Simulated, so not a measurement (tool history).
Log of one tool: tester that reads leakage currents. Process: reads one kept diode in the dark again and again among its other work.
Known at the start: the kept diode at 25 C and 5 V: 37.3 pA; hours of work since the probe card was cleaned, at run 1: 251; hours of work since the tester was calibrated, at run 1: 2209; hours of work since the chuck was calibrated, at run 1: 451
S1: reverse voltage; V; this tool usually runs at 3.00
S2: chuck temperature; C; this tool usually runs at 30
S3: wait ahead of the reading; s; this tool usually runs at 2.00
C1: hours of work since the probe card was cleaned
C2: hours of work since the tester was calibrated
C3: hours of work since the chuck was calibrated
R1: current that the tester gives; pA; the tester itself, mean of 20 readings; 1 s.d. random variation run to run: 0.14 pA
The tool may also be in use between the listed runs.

run	hour	S1	S2	S3	C1	C2	C3	R1
1	0.0	3.00	30	2.00	251	2209	451	39.11
2	52.8	3.00	30	2.00	290	2249	491	38.68
3	136.0	3.00	30	2.00	352	2311	553	38.60
4	184.1	3.00	30	2.00	388	2347	589	38.50
5	223.1	3.00	30	2.00	418	2376	618	38.00
6	282.8	14.52	30	2.00	462	2421	663	87.28
7	356.7	14.52	30	2.00	518	2476	718	87.06
8	444.4	3.00	30	0.38	583	2542	784	39.27
9	502.7	3.00	30	7.40	627	2586	827	37.08
10	590.2	3.00	30	7.40	692	2651	893	36.68
11	661.3	3.00	30	7.40	746	2704	946	36.57
12	719.3	3.28	30	1.02	789	2748	989	38.87
13	786.0	2.07	30	2.00	839	2798	1039	29.90
14	863.9	3.00	32	5.15	897	2856	1098	41.49
# hour 917.7: chuck's temperature calibrated
15	924.9	3.00	32	5.15	941	2900	5	48.39
16	1006.3	3.00	26	3.54	1002	2961	66	31.75
17	1060.5	3.00	26	3.54	1043	3002	107	31.61
18	1139.8	3.97	30	2.00	1102	3061	166	48.65
19	1225.3	3.97	25	2.00	1166	3125	230	34.19
20	1281.5	6.35	25	3.68	1208	3167	272	43.63
21	1323.4	3.00	28	2.33	1240	3199	304	35.98
22	1404.0	8.48	21	8.44	1300	3259	364	38.78

Forecast each of these 4 alternatives for the next run:
A	1443.6	3.00	31	0.45	1330	3289	394	?
B	1443.6	12.13	29	3.05	1330	3289	394	?
C	1443.6	8.48	21	0.36	1330	3289	394	?
D	1443.6	1.10	42	0.49	1330	3289	394	?

run	R1
A	45.32
B	81.24
C	45.06
D	55.44
Take away the tool's hidden state, keep each run's random variation, and the runs would have read:
run	R1
A	46.73
B	79.89
C	43.04
D	58.59
